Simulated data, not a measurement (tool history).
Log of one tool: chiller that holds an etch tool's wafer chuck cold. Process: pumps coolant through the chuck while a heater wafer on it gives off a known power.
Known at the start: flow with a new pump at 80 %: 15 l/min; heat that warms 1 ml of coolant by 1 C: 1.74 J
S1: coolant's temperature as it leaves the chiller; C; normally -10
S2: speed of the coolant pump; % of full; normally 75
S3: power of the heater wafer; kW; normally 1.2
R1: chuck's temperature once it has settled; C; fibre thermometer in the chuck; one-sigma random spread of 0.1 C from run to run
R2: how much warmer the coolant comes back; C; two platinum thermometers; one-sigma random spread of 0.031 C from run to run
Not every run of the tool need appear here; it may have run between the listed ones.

Run 1, day 0: usual settings. Result: R1 -0.7 C, R2 3.17 C.
Run 2, day 5.012: usual settings. Result: R1 -0.7 C, R2 3.2 C.
Run 3, day 13.167: usual settings. Result: R1 -0.7 C, R2 3.21 C.
Run 4, day 19.692: usual settings but S2 94 % of full. Result: R1 -1.9 C, R2 2.53 C.
Run 5, day 26.192: usual settings. Result: R1 -0.7 C, R2 3.23 C.
Run 6, day 32.4: usual settings. Result: R1 -0.6 C, R2 3.18 C.
Run 7, day 37.012: usual settings. Result: R1 -0.6 C, R2 3.2 C.
Run 8, day 45.229: usual settings. Result: R1 -0.6 C, R2 3.25 C.
Run 9, day 51.683: usual settings. Result: R1 -0.7 C, R2 3.28 C.
Run 10, day 55.712: usual settings but S2 72 % of full. Result: R1 -0.3 C, R2 3.43 C.
Run 11, day 60.262: usual settings but S2 72 % of full. Result: R1 -0.4 C, R2 3.4 C.
Run 12, day 66.367: usual settings but S2 72 % of full, S3 1.564 kW. Result: R1 2.6 C, R2 4.37 C.
Run 13, day 70.079: usual settings but S2 72 % of full, S3 1.564 kW. Result: R1 2.9 C, R2 4.45 C.
Run 14, day 76.904: usual settings. Result: R1 -0.5 C, R2 3.25 C.
Run 15, day 81.233: usual settings. Result: R1 -0.6 C, R2 3.27 C.
Run 16, day 89.275: usual settings but S1 -17 C. Result: R1 -7.3 C, R2 3.28 C.
Run 17, day 97.804: usual settings but S1 -7 C, S2 93 % of full. Result: R1 1.3 C, R2 2.71 C.
Run 18, day 105.167: usual settings but S1 -7 C, S2 93 % of full, S3 0.925 kW. Result: R1 -0.8 C, R2 2.15 C.
Run 19, day 109.362: usual settings but S1 -20 C. Result: R1 -10.1 C, R2 3.4 C.
Run 20, day 113.296: usual settings but S2 93 % of full, S3 1.242 kW. Result: R1 -0.9 C, R2 2.8 C.
Run 21, day 117.488: usual settings but S2 93 % of full, S3 1.242 kW. Result: R1 -1.1 C, R2 2.83 C.
Run 22, day 123.533: usual settings but S2 93 % of full, S3 1.242 kW. Result: R1 -1 C, R2 2.82 C.
Run 23, day 130.954: usual settings but S2 88 % of full. Result: R1 -0.8 C, R2 2.91 C.
Run 24, day 138.312: usual settings but S2 88 % of full, S3 1.102 kW. Result: R1 -1.5 C, R2 2.68 C.
Run 25, day 144.212: usual settings but S3 1.582 kW. Result: R1 2.1 C, R2 3.88 C.
Run 26, day 148.133: usual settings but S3 1.582 kW. Result: R1 2.3 C, R2 3.87 C.
Run 27, day 154.742: usual settings but S3 1.582 kW. Result: R1 2.1 C, R2 3.87 C.
Run 28, day 161.262: usual settings but S1 -1 C, S2 68 % of full, S3 0.737 kW. Result: R1 5 C, R2 2 C.
Run 29, day 167.346: usual settings but S1 -9 C, S2 66 % of full, S3 0.835 kW. Result: R1 -2.1 C, R2 2.25 C.
Run 30, day 172.262: usual settings but S2 90 % of full, S3 0.821 kW. Result: R1 -4.4 C, R2 1.66 C.
Run 31, day 178.183: usual settings but S1 -16 C, S2 92 % of full, S3 0.985 kW. Result: R1 -9.3 C, R2 2.05 C.

Withheld: 3 entries from between the runs. Position of each, and hidden state at the listed run before versus the listed run after:
From run 17 to run 18: coolant pump overhauled (day 98.688)
  heat passed by the chuck's channels, % of clean ones': 94.6 -> 94.3; flow at a given pump speed, % of a new pump's: 89.3 -> 86.9; coolant's true temperature over the reading, C: -0.26 -> -0.28
  measured minus no-state result, R1: +0.7 -> +0.5 C; R2: +0.29 -> +0.28 C
From run 18 to run 19: chiller's thermometer calibrated (day 105.888)
  heat passed by the chuck's channels, % of clean ones': 94.3 -> 94.1; flow at a given pump speed, % of a new pump's: 86.9 -> 86.7; coolant's true temperature over the reading, C: -0.28 -> -0.08
  measured minus no-state result, R1: +0.5 -> +1.2 C; R2: +0.28 -> +0.45 C
From run 24 to run 25: coolant pump overhauled, once more (day 142.829)
  heat passed by the chuck's channels, % of clean ones': 92.7 -> 92.5; flow at a given pump speed, % of a new pump's: 85.9 -> 100.5; coolant's true temperature over the reading, C: -0.17 -> -0.18
  measured minus no-state result, R1: +1.1 -> +0.5 C; R2: +0.37 -> -0.02 C
